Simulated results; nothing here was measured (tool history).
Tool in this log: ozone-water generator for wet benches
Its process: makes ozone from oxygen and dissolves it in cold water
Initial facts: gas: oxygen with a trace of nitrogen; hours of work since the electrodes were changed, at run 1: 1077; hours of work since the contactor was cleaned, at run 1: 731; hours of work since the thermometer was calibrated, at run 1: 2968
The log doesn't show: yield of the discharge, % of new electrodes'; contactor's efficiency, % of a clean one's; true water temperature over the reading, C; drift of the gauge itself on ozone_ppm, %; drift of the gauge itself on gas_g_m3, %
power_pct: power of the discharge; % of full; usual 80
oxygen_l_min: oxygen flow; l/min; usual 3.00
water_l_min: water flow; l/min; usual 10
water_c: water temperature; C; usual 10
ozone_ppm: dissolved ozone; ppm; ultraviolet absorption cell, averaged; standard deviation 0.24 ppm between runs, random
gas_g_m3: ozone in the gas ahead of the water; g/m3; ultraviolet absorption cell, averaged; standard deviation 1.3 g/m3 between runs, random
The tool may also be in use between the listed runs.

| run | hour | power_pct | oxygen_l_min | water_l_min | water_c | hours of work since the electrodes were changed | hours of work since the contactor was cleaned | hours of work since the thermometer was calibrated | ozone_ppm | gas_g_m3 |
|---|---|---|---|---|---|---|---|---|---|---|
| 1 | 0.0 | 80 | 3.00 | 10 | 10 | 1077 | 731 | 2968 | 36.1 | 243.4 |
| 2 | 45.0 | 80 | 1.64 | 10 | 10 | 1117 | 771 | 3008 | 31.6 | 315.6 |
| 3 | 103.2 | 80 | 1.64 | 10 | 10 | 1169 | 823 | 3060 | 31.3 | 315.6 |
| 4 | 142.1 | 80 | 1.64 | 10 | 10 | 1204 | 858 | 3095 | 31.5 | 314.6 |
| 5 | 201.4 | 80 | 4.28 | 10 | 10 | 1257 | 911 | 3148 | 37.3 | 208.8 |
| 6 | 242.8 | 80 | 3.00 | 10 | 10 | 1294 | 948 | 3185 | 36.2 | 244.0 |
| 7 | 307.1 | 80 | 3.00 | 7 | 10 | 1351 | 1006 | 3243 | 47.0 | 246.5 |
| 8 | 339.1 | 80 | 3.00 | 7 | 10 | 1380 | 1034 | 3271 | 47.1 | 244.4 |
|  | 379.3 | water thermometer calibrated |
| 9 | 396.5 | 80 | 3.00 | 7 | 10 | 1431 | 1085 | 15 | 46.5 | 245.6 |
| 10 | 456.3 | 80 | 3.09 | 7 | 10 | 1484 | 1139 | 69 | 46.8 | 241.8 |

Run 11, settings as shown, results not yet in. Your forecast:
| 11 | 509.0 | 99 | 2.22 | 10 | 10 | 1532 | 1186 | 116 | ? | ? |

ozone_ppm: 41.3 ppm
gas_g_m3: 339.0 g/m3
If the tool had no hidden condition, the same run with the same run-to-run variation would have returned ozone_ppm 41.3 ppm, gas_g_m3 335.4 g/m3.

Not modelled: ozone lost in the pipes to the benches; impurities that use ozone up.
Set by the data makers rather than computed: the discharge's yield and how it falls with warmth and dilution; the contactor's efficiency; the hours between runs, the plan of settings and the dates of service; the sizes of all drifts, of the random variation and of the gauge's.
